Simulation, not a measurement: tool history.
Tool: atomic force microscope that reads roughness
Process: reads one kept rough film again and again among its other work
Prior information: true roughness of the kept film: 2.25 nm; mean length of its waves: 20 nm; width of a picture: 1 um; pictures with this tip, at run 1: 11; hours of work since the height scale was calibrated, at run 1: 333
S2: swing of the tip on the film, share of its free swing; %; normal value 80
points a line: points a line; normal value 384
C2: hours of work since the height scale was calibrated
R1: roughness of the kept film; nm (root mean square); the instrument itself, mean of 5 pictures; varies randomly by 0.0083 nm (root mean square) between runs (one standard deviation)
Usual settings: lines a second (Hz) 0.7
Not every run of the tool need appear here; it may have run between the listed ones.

Run 1, hour 0: usual settings; pictures with this tip 11; C2 333. Result: R1 1.788 nm (root mean square).
Run 2, hour 7: usual settings; pictures with this tip 22; C2 338. Result: R1 1.74 nm (root mean square).
Run 3, hour 16.1: usual settings; pictures with this tip 37; C2 345. Result: R1 1.715 nm (root mean square).
Run 4, hour 25.8: usual settings; pictures with this tip 53; C2 352. Result: R1 1.687 nm (root mean square).
Run 5, hour 39.7: usual settings; pictures with this tip 75; C2 362. Result: R1 1.668 nm (root mean square).
Run 6, hour 48.7: usual settings; pictures with this tip 90; C2 369. Result: R1 1.619 nm (root mean square).
Run 7, hour 60: usual settings but S2 57 %; pictures with this tip 108; C2 377. Result: R1 1.661 nm (root mean square).
Run 8, hour 75.8: usual settings but S2 57 %; pictures with this tip 133; C2 388. Result: R1 1.612 nm (root mean square).
Run 9, hour 84.3: usual settings but S2 57 %; pictures with this tip 147; C2 394. Result: R1 1.605 nm (root mean square).
Run 10, hour 98.6: usual settings but S2 57 %, points a line 495; pictures with this tip 170; C2 405. Result: R1 1.588 nm (root mean square).
Run 11, hour 107.9: usual settings but points a line 387; pictures with this tip 185; C2 412. Result: R1 1.481 nm (root mean square).
Run 12, hour 123.3: usual settings but lines a second (Hz) 0.515; pictures with this tip 210; C2 423. Result: R1 1.469 nm (root mean square).
At hour 125.2: new tip fitted.
Run 13, hour 138.1: usual settings but lines a second (Hz) 0.515; pictures with this tip 20; C2 433. Result: R1 1.794 nm (root mean square).
Run 14, hour 145.4: usual settings but lines a second (Hz) 2.639; pictures with this tip 32; C2 439. Result: R1 1.522 nm (root mean square).
Run 15, hour 160.1: usual settings but lines a second (Hz) 2.639; pictures with this tip 56; C2 449. Result: R1 1.486 nm (root mean square).
Run 16, hour 174.8: usual settings but lines a second (Hz) 2.639; pictures with this tip 80; C2 460. Result: R1 1.451 nm (root mean square).
Run 17, hour 186.9: usual settings but lines a second (Hz) 0.993; pictures with this tip 99; C2 469. Result: R1 1.581 nm (root mean square).
Run 18, hour 197.6: usual settings but lines a second (Hz) 0.993; pictures with this tip 117; C2 476. Result: R1 1.557 nm (root mean square).
Run 19, hour 212.9: usual settings but points a line 331; pictures with this tip 141; C2 487. Result: R1 1.556 nm (root mean square).
Run 20, hour 226.3: usual settings but S2 85 %; pictures with this tip 163; C2 497. Result: R1 1.496 nm (root mean square).
Run 21, hour 234.8: usual settings; pictures with this tip 177; C2 503. Result: R1 1.503 nm (root mean square).
Run 22, hour 250.1: usual settings; pictures with this tip 201; C2 514. Result: R1 1.486 nm (root mean square).
At hour 256.9: new tip fitted.
Run 23, hour 259.7: usual settings; pictures with this tip 4; C2 521. Result: R1 1.803 nm (root mean square).
Run 24, hour 266.5: usual settings but lines a second (Hz) 1.184, S2 79 %, points a line 288; pictures with this tip 15; C2 526. Result: R1 1.716 nm (root mean square).
Run 25, hour 275.6: usual settings but lines a second (Hz) 2.436, points a line 770; pictures with this tip 30; C2 533. Result: R1 1.591 nm (root mean square).
Run 26, hour 282.1: usual settings but lines a second (Hz) 1.658, points a line 770; pictures with this tip 40; C2 537. Result: R1 1.643 nm (root mean square).
Run 27, hour 290: usual settings but lines a second (Hz) 0.69, S2 68 %, points a line 419; pictures with this tip 53; C2 543. Result: R1 1.763 nm (root mean square).
Run 28, hour 301.3: usual settings but lines a second (Hz) 0.69, S2 68 %, points a line 419; pictures with this tip 71; C2 551. Result: R1 1.73 nm (root mean square).
Run 29, hour 308.3: usual settings but lines a second (Hz) 1.968, S2 59 %, points a line 1019; pictures with this tip 83; C2 556. Result: R1 1.696 nm (root mean square).
Run 30, hour 316.2: usual settings but lines a second (Hz) 1.968, S2 59 %, points a line 1019; pictures with this tip 95; C2 562. Result: R1 1.676 nm (root mean square).
Run 31, hour 325.7: usual settings but lines a second (Hz) 0.932, points a line 745; pictures with this tip 111; C2 569. Result: R1 1.601 nm (root mean square).
Run 32, hour 333: usual settings but lines a second (Hz) 0.624; pictures with this tip 123; C2 574. Result: R1 1.606 nm (root mean square).
Run 33, hour 346.1: usual settings but lines a second (Hz) 0.624, S2 87 %, points a line 741; pictures with this tip 144; C2 584. Result: R1 1.565 nm (root mean square).
Run 34, hour 357.3: usual settings but lines a second (Hz) 0.503; pictures with this tip 162; C2 592. Result: R1 1.56 nm (root mean square).
Run 35, hour 372.6: usual settings but lines a second (Hz) 0.503; pictures with this tip 187; C2 603. Result: R1 1.518 nm (root mean square).
At hour 388.7: new tip fitted.
Run 36, hour 388.7: usual settings but lines a second (Hz) 1.486, S2 66 %, points a line 960; pictures with this tip 0; C2 614. Result: R1 1.828 nm (root mean square).
Run 37, hour 399.8: usual settings but lines a second (Hz) 1.074, S2 71 %, points a line 904; pictures with this tip 18; C2 622. Result: R1 1.787 nm (root mean square).
Run 38, hour 406.3: usual settings but lines a second (Hz) 1.036, S2 64 %; pictures with this tip 28; C2 627. Result: R1 1.785 nm (root mean square).
Run 39, hour 418.1: usual settings but lines a second (Hz) 3.435, S2 89 %, points a line 509; pictures with this tip 47; C2 636. Result: R1 1.288 nm (root mean square).
Run 40, hour 426.1: usual settings but lines a second (Hz) 2.072, S2 59 %, points a line 301; pictures with this tip 60; C2 641. Result: R1 1.682 nm (root mean square).
Run 41, hour 435.8: usual settings but lines a second (Hz) 2.072, S2 59 %, points a line 301; pictures with this tip 76; C2 648. Result: R1 1.652 nm (root mean square).
Run 42, hour 446.9: usual settings but lines a second (Hz) 0.615, S2 59 %, points a line 448; pictures with this tip 94; C2 656. Result: R1 1.688 nm (root mean square).
Run 43, hour 457.1: usual settings but lines a second (Hz) 0.813, points a line 456; pictures with this tip 110; C2 664. Result: R1 1.615 nm (root mean square).
Run 44, hour 465.2: usual settings but lines a second (Hz) 0.813, points a line 456; pictures with this tip 123; C2 670. Result: R1 1.585 nm (root mean square).
Run 45, hour 472.2: usual settings but lines a second (Hz) 0.813, points a line 456; pictures with this tip 135; C2 675. Result: R1 1.556 nm (root mean square).

Each row is a separate what-if for the run after 45, all from the same tool condition, not one after another. Results?
Run A, hour 480.9: usual settings but lines a second (Hz) 0.64; pictures with this tip 149; C2 681. Result: R1 ?.
Run B, hour 480.9: usual settings but lines a second (Hz) 2.725, points a line 276; pictures with this tip 149; C2 681. Result: R1 ?.
Run C, hour 480.9: usual settings but lines a second (Hz) 3.927, points a line 397; pictures with this tip 149; C2 681. Result: R1 ?.

run     R1
  A  1.553
  B  1.325
  C  1.268
What these runs would have given with no unlogged condition in the tool:
run     R1
  A  1.826
  B  1.559
  C   1.49
